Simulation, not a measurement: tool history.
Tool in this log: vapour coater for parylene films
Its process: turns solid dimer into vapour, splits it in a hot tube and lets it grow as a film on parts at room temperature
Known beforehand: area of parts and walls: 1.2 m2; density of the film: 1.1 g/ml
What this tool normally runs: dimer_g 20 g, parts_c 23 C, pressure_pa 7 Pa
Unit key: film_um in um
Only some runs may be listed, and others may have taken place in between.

run   hour  dimer_g  parts_c  pressure_pa  film_um
  1      0       20       23            7    10.88
  2   15.4       20       16            7    13.02
  3   35.3       20       20            7    11.72
  4   53.6       20       20            7    11.77
  5   66.7       20       23         2.52    12.84
  6   82.3       20       15         2.52    13.93
  7   91.3       20       15         2.52    13.98
        94  -- table's thermometer calibrated
  8  100.6       20       24            7    10.43
  9    118       20       16         8.01    12.64
 10  132.5       36       17         4.11    24.86
 11  142.6       10       21            7     5.61
 12  157.6       12       21         9.91     6.26
 13  171.8       29       25        10.43    13.58
 14  180.5       28       21         9.13    14.69
 15  200.5       18       30         9.13     7.51

Run 16, settings as shown, results not yet in. Your forecast:
     214.1  -- table's thermometer calibrated, once more
 16  221.3       18       30         9.13        ?

film_um: 7.54 um
The same run, on a tool lacking any hidden state, would have yielded film_um 8.05 um.
